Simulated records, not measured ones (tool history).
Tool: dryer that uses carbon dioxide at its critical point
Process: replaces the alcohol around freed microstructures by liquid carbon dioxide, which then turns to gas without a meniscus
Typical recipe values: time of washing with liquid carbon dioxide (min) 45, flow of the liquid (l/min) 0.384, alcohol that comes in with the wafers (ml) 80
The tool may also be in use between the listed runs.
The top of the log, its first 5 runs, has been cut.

run,hour,time of washing with liquid carbon dioxide (min),flow of the liquid (l/min),alcohol that comes in with the wafers (ml),alcohol left in the vessel before it's heated (ppm by volume)
6,205,45,0.384,26,111
7,228.2,45,0.384,26,104
8,270.3,45,0.384,26,94
9,315.4,45,0.384,26,108
10,344.5,45,0.384,26,115
11,381.1,45,0.384,80,188
# hour 422.3: inlet filter changed
12,436.4,45,0.384,80,155
13,460.1,45,0.294,80,402
14,502.6,45,0.384,80,171
15,543.6,45,0.384,80,182
16,572.5,49,0.384,80,154
17,603.3,36,0.384,80,428
18,634.6,36,0.384,80,445
19,678,45,0.384,80,208
# hour 681.4: inlet filter changed
# hour 693.4: purifier's bed changed
20,720.2,45,0.384,80,83
21,745.6,45,0.384,80,90
22,788.3,70,0.384,80,8
23,818.3,64,0.384,80,22
24,843,64,0.384,80,23
25,899.1,64,0.384,80,13
26,936.1,45,0.384,103,163
# hour 945.6: inlet filter changed
27,980,45,0.384,103,126
28,1033,34,0.258,48,1037

Expected results for the next run?
29,1077.7,30,0.613,84,?

{"run 29": {"alcohol left in the vessel before it's heated (ppm by volume)": 97}}
With no hidden state in the tool, this same run would have given alcohol left in the vessel before it's heated (ppm by volume) 62.
